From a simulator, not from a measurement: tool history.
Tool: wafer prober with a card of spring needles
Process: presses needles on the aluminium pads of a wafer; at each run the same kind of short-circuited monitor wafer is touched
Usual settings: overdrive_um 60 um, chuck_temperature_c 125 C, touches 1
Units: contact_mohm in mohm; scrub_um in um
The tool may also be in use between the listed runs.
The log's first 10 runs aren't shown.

run 11 hour=140.8 | overdrive_um=60 chuck_temperature_c=125 touches=2 | contact_mohm=241 scrub_um=13.91
-- hour=147.9 tips cleaned on abrasive film
run 12 hour=160.2 | overdrive_um=60 chuck_temperature_c=52 touches=1 | contact_mohm=244 scrub_um=13.88
run 13 hour=177.0 | overdrive_um=60 chuck_temperature_c=125 touches=1 | contact_mohm=276 scrub_um=13.89
-- hour=182.1 tips cleaned on abrasive film
run 14 hour=186.2 | overdrive_um=60 chuck_temperature_c=125 touches=1 | contact_mohm=233 scrub_um=13.94
run 15 hour=203.3 | overdrive_um=60 chuck_temperature_c=125 touches=1 | contact_mohm=272 scrub_um=13.84
-- hour=216.0 tips cleaned on abrasive film
run 16 hour=217.9 | overdrive_um=60 chuck_temperature_c=74 touches=1 | contact_mohm=209 scrub_um=13.79
run 17 hour=226.3 | overdrive_um=60 chuck_temperature_c=74 touches=1 | contact_mohm=247 scrub_um=13.84
run 18 hour=238.6 | overdrive_um=60 chuck_temperature_c=74 touches=3 | contact_mohm=219 scrub_um=13.86
-- hour=250.7 tips cleaned on abrasive film
run 19 hour=255.4 | overdrive_um=76 chuck_temperature_c=125 touches=2 | contact_mohm=209 scrub_um=17.62
run 20 hour=266.8 | overdrive_um=62 chuck_temperature_c=43 touches=2 | contact_mohm=222 scrub_um=14.25
run 21 hour=282.8 | overdrive_um=62 chuck_temperature_c=43 touches=2 | contact_mohm=236 scrub_um=14.27
-- hour=285.8 tips cleaned on abrasive film
run 22 hour=295.7 | overdrive_um=64 chuck_temperature_c=37 touches=1 | contact_mohm=233 scrub_um=14.72
run 23 hour=307.2 | overdrive_um=68 chuck_temperature_c=58 touches=1 | contact_mohm=246 scrub_um=15.65
run 24 hour=317.5 | overdrive_um=68 chuck_temperature_c=58 touches=1 | contact_mohm=251 scrub_um=15.67
-- hour=320.1 tips cleaned on abrasive film
run 25 hour=330.2 | overdrive_um=68 chuck_temperature_c=58 touches=1 | contact_mohm=227 scrub_um=15.67
run 26 hour=345.1 | overdrive_um=58 chuck_temperature_c=125 touches=1 | contact_mohm=277 scrub_um=13.30
-- hour=355.1 tips cleaned on abrasive film
run 27 hour=360.1 | overdrive_um=53 chuck_temperature_c=106 touches=1 | contact_mohm=242 scrub_um=12.12
run 28 hour=379.2 | overdrive_um=60 chuck_temperature_c=31 touches=3 | contact_mohm=217 scrub_um=13.74
-- hour=389.3 tips cleaned on abrasive film
run 29 hour=398.7 | overdrive_um=62 chuck_temperature_c=125 touches=1 | contact_mohm=241 scrub_um=14.22
run 30 hour=418.3 | overdrive_um=62 chuck_temperature_c=30 touches=3 | contact_mohm=210 scrub_um=14.17
-- hour=419.7 height of the first contact set anew
-- hour=424.0 tips cleaned on abrasive film
run 31 hour=435.5 | overdrive_um=46 chuck_temperature_c=26 touches=2 | contact_mohm=246 scrub_um=10.73
run 32 hour=450.6 | overdrive_um=50 chuck_temperature_c=125 touches=1 | contact_mohm=307 scrub_um=11.64
-- hour=458.5 tips cleaned on abrasive film
run 33 hour=459.1 | overdrive_um=50 chuck_temperature_c=125 touches=1 | contact_mohm=227 scrub_um=11.70
run 34 hour=470.7 | overdrive_um=50 chuck_temperature_c=54 touches=1 | contact_mohm=280 scrub_um=11.65

4 ways to go on from here, each from the tool as it stands after run 34. What would each give?
run A hour=489.8 | overdrive_um=60 chuck_temperature_c=125 touches=3 | contact_mohm=? scrub_um=?
run B hour=489.8 | overdrive_um=60 chuck_temperature_c=125 touches=1 | contact_mohm=? scrub_um=?
run C hour=489.8 | overdrive_um=44 chuck_temperature_c=36 touches=1 | contact_mohm=? scrub_um=?
run D hour=489.8 | overdrive_um=74 chuck_temperature_c=125 touches=2 | contact_mohm=? scrub_um=?

run=A contact_mohm=233 scrub_um=14.01
run=B contact_mohm=277 scrub_um=13.98
run=C contact_mohm=343 scrub_um=10.28
run=D contact_mohm=231 scrub_um=17.27
Without the tool's hidden state the same runs would have given:
run=A contact_mohm=205 scrub_um=14.06
run=B contact_mohm=203 scrub_um=14.03
run=C contact_mohm=191 scrub_um=10.33
run=D contact_mohm=199 scrub_um=17.31

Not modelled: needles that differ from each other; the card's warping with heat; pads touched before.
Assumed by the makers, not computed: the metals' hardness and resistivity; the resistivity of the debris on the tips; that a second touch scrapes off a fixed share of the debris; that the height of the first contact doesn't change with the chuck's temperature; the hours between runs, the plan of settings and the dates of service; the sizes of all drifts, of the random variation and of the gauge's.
